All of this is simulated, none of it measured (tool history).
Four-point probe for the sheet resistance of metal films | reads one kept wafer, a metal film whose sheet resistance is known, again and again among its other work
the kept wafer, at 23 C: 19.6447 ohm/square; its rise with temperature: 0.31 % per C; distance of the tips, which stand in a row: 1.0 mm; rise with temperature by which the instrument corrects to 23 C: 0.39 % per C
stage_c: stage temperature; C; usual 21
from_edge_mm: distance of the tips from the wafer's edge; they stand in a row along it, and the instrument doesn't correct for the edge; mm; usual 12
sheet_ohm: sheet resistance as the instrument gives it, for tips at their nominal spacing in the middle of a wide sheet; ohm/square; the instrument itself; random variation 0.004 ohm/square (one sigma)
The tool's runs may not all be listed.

run	hour	stage_c	from_edge_mm	sheet_ohm
1	0.0	21	12	19.742345
2	9.1	21	12	19.744476
3	16.7	22	12	19.725671
4	33.4	22	12	19.733419
5	46.9	22	12	19.732267
6	63.8	21	12	19.747055
7	72.3	21	12	19.741309
8	82.1	21	12	19.753972
9	97.2	21	12	19.752213
10	112.2	21	12	19.747756
11	122.2	21	12	19.753257
12	139.3	21	12	19.754989
13	148.3	21	12	19.759056
14	162.9	21	12	19.754355
15	179.1	21	12	19.761864
16	194.8	21	12	19.761957
17	207.0	21	45	19.691745
18	219.3	21	45	19.694287
19	228.4	27	12	19.672016
20	236.7	27	12	19.670545
21	245.0	27	12	19.672675
22	261.6	27	12	19.670834
23	275.8	18	12	19.822017
24	289.4	18	17	19.781623
25	297.9	18	17	19.784451
26	305.4	18	7	19.961193
27	319.5	27	33	19.615666
28	330.8	32	33	19.534023
29	347.8	30	8	19.721401
30	356.8	23	9	19.796989
31	368.1	20	18	19.753247
32	385.3	20	18	19.749874
33	398.4	24	9	19.792754
34	414.8	24	9	19.775533
35	427.9	24	9	19.787270
36	435.7	22	24	19.709466
37	447.4	22	24	19.711079
38	464.8	18	12	19.838626
39	477.9	18	12	19.836939
40	486.0	30	65	19.572941
41	500.5	30	65	19.574814
42	517.3	33	4	20.163500
43	530.7	21	36	19.721658
44	545.3	20	4	20.379100
45	561.9	20	28	19.750379
46	570.1	28	11	19.698562

3 ways to go on from here, each from the tool as it stands after run 46. What would each give?
A	580.6	22	4	?
B	580.6	31	12	?
C	580.6	23	7	?

run	sheet_ohm
A	20.348337
B	19.637706
C	19.900295
Without the tool's hidden state the same runs would have given:
run	sheet_ohm
A	20.302079
B	19.593272
C	19.855029
